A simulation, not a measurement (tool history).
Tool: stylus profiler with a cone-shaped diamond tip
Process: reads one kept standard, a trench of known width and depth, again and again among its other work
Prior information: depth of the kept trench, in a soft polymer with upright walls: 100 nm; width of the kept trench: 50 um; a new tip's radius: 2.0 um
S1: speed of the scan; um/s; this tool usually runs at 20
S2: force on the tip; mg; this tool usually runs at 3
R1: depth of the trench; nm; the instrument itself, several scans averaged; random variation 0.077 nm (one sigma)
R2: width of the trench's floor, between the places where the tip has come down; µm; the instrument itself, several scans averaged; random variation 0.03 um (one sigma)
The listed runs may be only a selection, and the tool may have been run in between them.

Run 1, hour 0: usual settings. Result: R1 100.66 nm, R2 48.64 µm.
Run 2, hour 12.2: usual settings. Result: R1 100.8 nm, R2 48.61 µm.
Run 3, hour 29.6: usual settings. Result: R1 100.74 nm, R2 48.62 µm.
Run 4, hour 39.2: usual settings. Result: R1 100.7 nm, R2 48.62 µm.
Run 5, hour 59.1: usual settings. Result: R1 100.74 nm, R2 48.59 µm.
Run 6, hour 78.2: usual settings. Result: R1 100.79 nm, R2 48.64 µm.
Run 7, hour 96.2: usual settings. Result: R1 100.76 nm, R2 48.66 µm.
Run 8, hour 105.1: usual settings but S1 65 um/s, S2 1.12 mg. Result: R1 100.31 nm, R2 48.32 µm.
Run 9, hour 122: usual settings but S1 65 um/s, S2 1.12 mg. Result: R1 100.47 nm, R2 48.23 µm.
Run 10, hour 140.7: usual settings but S1 65 um/s, S2 1.12 mg. Result: R1 100.3 nm, R2 48.26 µm.
Run 11, hour 152.5: usual settings but S1 65 um/s, S2 1.12 mg. Result: R1 100.35 nm, R2 48.29 µm.
Run 12, hour 168.2: usual settings but S1 65 um/s, S2 1.22 mg. Result: R1 100.5 nm, R2 48.34 µm.
Run 13, hour 182: usual settings but S1 12 um/s, S2 3.63 mg. Result: R1 100.78 nm, R2 48.66 µm.

Below are 3 alternative next runs, each starting from the tool's condition after run 13. Predict each:
Run A, hour 195.5: usual settings but S1 14 um/s, S2 5.55 mg. Result: R1 ?, R2 ?.
Run B, hour 195.5: usual settings but S1 15 um/s. Result: R1 ?, R2 ?.
Run C, hour 195.5: usual settings but S1 12 um/s, S2 1.01 mg. Result: R1 ?, R2 ?.

run      R1     R2
  A  101.09  48.62
  B  100.79  48.63
  C   100.4  48.58
Without the tool's unlogged condition, the same runs would have read:
run      R1     R2
  A  101.14  48.71
  B  100.84  48.72
  C  100.44  48.67
